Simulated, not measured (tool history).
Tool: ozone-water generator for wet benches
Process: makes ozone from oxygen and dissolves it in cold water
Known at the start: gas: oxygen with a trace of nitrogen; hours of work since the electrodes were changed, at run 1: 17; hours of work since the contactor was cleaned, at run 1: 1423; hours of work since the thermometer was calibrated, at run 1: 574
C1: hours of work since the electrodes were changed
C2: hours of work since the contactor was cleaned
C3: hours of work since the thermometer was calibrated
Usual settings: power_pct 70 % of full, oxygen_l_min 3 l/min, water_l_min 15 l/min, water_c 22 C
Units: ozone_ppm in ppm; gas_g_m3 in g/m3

Run 1, hour 0: usual settings; C1 17; C2 1423; C3 574. Result: ozone_ppm 17.2 ppm, gas_g_m3 206 g/m3.
Run 2, hour 22.6: usual settings; C1 30; C2 1437; C3 588. Result: ozone_ppm 17.4 ppm, gas_g_m3 206 g/m3.
Run 3, hour 36.9: usual settings; C1 39; C2 1445; C3 597. Result: ozone_ppm 17.2 ppm, gas_g_m3 207.6 g/m3.
Run 4, hour 55.1: usual settings; C1 50; C2 1456; C3 608. Result: ozone_ppm 17.1 ppm, gas_g_m3 204.9 g/m3.
Run 5, hour 68.8: usual settings but water_l_min 18 l/min; C1 58; C2 1464; C3 616. Result: ozone_ppm 14.7 ppm, gas_g_m3 205.9 g/m3.
Run 6, hour 94.1: usual settings but water_l_min 18 l/min; C1 73; C2 1480; C3 631. Result: ozone_ppm 14.7 ppm, gas_g_m3 204.5 g/m3.
Run 7, hour 108.7: usual settings but water_l_min 18 l/min; C1 82; C2 1488; C3 640. Result: ozone_ppm 14.9 ppm, gas_g_m3 205.3 g/m3.
Run 8, hour 137.9: usual settings but water_l_min 18 l/min; C1 100; C2 1506; C3 657. Result: ozone_ppm 14.8 ppm, gas_g_m3 205 g/m3.
Run 9, hour 166.4: usual settings but water_l_min 18 l/min; C1 117; C2 1523; C3 674. Result: ozone_ppm 14.8 ppm, gas_g_m3 206.1 g/m3.
Run 10, hour 184.3: usual settings but water_l_min 18 l/min; C1 128; C2 1534; C3 685. Result: ozone_ppm 14.7 ppm, gas_g_m3 205.3 g/m3.
Run 11, hour 198.8: usual settings but water_l_min 18 l/min; C1 136; C2 1543; C3 694. Result: ozone_ppm 14.7 ppm, gas_g_m3 205.9 g/m3.
Run 12, hour 226.1: usual settings but water_l_min 18 l/min; C1 153; C2 1559; C3 710. Result: ozone_ppm 14.6 ppm, gas_g_m3 205.8 g/m3.
Run 13, hour 254.7: usual settings but water_c 24 C; C1 170; C2 1576; C3 728. Result: ozone_ppm 16.7 ppm, gas_g_m3 203.1 g/m3.
Run 14, hour 268.8: usual settings but water_c 24 C; C1 178; C2 1585; C3 736. Result: ozone_ppm 16.7 ppm, gas_g_m3 204.1 g/m3.
At hour 272.1: water thermometer calibrated.
Run 15, hour 283.2: usual settings but water_c 24 C; C1 187; C2 1593; C3 7. Result: ozone_ppm 17 ppm, gas_g_m3 204.5 g/m3.
Run 16, hour 306.2: usual settings but water_c 24 C; C1 201; C2 1607; C3 20. Result: ozone_ppm 16.5 ppm, gas_g_m3 205.7 g/m3.
Run 17, hour 331.3: usual settings; C1 216; C2 1622; C3 36. Result: ozone_ppm 17.1 ppm, gas_g_m3 204.9 g/m3.
Run 18, hour 355.1: usual settings but power_pct 84 % of full, water_l_min 11 l/min, water_c 29 C; C1 230; C2 1636; C3 50. Result: ozone_ppm 21.3 ppm, gas_g_m3 227.2 g/m3.
At hour 362.2: water thermometer calibrated, once more.
Run 19, hour 372.1: usual settings but power_pct 84 % of full, water_l_min 11 l/min, water_c 29 C; C1 240; C2 1646; C3 6. Result: ozone_ppm 21.2 ppm, gas_g_m3 223.1 g/m3.
Run 20, hour 401.1: usual settings but power_pct 84 % of full, water_l_min 11 l/min, water_c 29 C; C1 257; C2 1663; C3 23. Result: ozone_ppm 21.5 ppm, gas_g_m3 226.2 g/m3.
Run 21, hour 416.7: usual settings but power_pct 47 % of full, oxygen_l_min 3.24 l/min, water_c 16 C; C1 267; C2 1673; C3 33. Result: ozone_ppm 14.5 ppm, gas_g_m3 153.8 g/m3.
Run 22, hour 431.2: usual settings but power_pct 47 % of full, oxygen_l_min 3.24 l/min, water_c 16 C; C1 275; C2 1682; C3 42. Result: ozone_ppm 14.5 ppm, gas_g_m3 154.6 g/m3.
Run 23, hour 460: usual settings but power_pct 55 % of full, oxygen_l_min 3.19 l/min, water_l_min 11 l/min, water_c 16 C; C1 293; C2 1699; C3 59. Result: ozone_ppm 20.5 ppm, gas_g_m3 171.8 g/m3.
Run 24, hour 481.7: usual settings but power_pct 67 % of full, oxygen_l_min 3.19 l/min, water_l_min 11 l/min, water_c 16 C; C1 306; C2 1712; C3 72. Result: ozone_ppm 22.9 ppm, gas_g_m3 190.6 g/m3.
Run 25, hour 501.8: usual settings but power_pct 44 % of full, oxygen_l_min 4.67 l/min; C1 318; C2 1724; C3 84. Result: ozone_ppm 12.5 ppm, gas_g_m3 118.5 g/m3.
Run 26, hour 524.5: usual settings but power_pct 44 % of full, oxygen_l_min 4.67 l/min; C1 332; C2 1738; C3 98. Result: ozone_ppm 12.6 ppm, gas_g_m3 118.7 g/m3.
Run 27, hour 541.6: usual settings but power_pct 44 % of full, oxygen_l_min 4.67 l/min; C1 342; C2 1748; C3 108. Result: ozone_ppm 12.6 ppm, gas_g_m3 118.5 g/m3.
Run 28, hour 559.1: usual settings but power_pct 44 % of full, oxygen_l_min 4.67 l/min; C1 352; C2 1758; C3 118. Result: ozone_ppm 12.6 ppm, gas_g_m3 118.8 g/m3.
Run 29, hour 587.2: usual settings but water_l_min 16 l/min, water_c 17 C; C1 369; C2 1775; C3 135. Result: ozone_ppm 17.2 ppm, gas_g_m3 201.5 g/m3.
Run 30, hour 612.5: usual settings but water_l_min 16 l/min, water_c 17 C; C1 384; C2 1791; C3 150. Result: ozone_ppm 17 ppm, gas_g_m3 202.8 g/m3.
Run 31, hour 637: usual settings but water_l_min 16 l/min, water_c 17 C; C1 399; C2 1805; C3 165. Result: ozone_ppm 17.1 ppm, gas_g_m3 203.6 g/m3.
Run 32, hour 663.8: usual settings but water_l_min 16 l/min, water_c 17 C; C1 415; C2 1821; C3 181. Result: ozone_ppm 16.9 ppm, gas_g_m3 202.1 g/m3.
Run 33, hour 686.8: usual settings but power_pct 58 % of full, water_l_min 16 l/min, water_c 17 C; C1 429; C2 1835; C3 195. Result: ozone_ppm 15.4 ppm, gas_g_m3 181.1 g/m3.

Forecast each of these 3 alternatives for the next run:
Run A, hour 714.9: usual settings but power_pct 82 % of full, oxygen_l_min 4.27 l/min, water_l_min 16 l/min, water_c 17 C; C1 446; C2 1852; C3 212. Result: ozone_ppm ?, gas_g_m3 ?.
Run B, hour 714.9: usual settings but power_pct 94 % of full, water_c 23 C; C1 446; C2 1852; C3 212. Result: ozone_ppm ?, gas_g_m3 ?.
Run C, hour 714.9: usual settings but power_pct 60 % of full, water_l_min 14 l/min, water_c 19 C; C1 446; C2 1852; C3 212. Result: ozone_ppm ?, gas_g_m3 ?.

run  ozone_ppm  gas_g_m3
  A       18.5     177.4
  B       19.6     237.8
  C       17.2     184.4
Without the tool's hidden state the same runs would have given:
run  ozone_ppm  gas_g_m3
  A       19.5     181.8
  B       20.6     244.1
  C       17.9     188.2
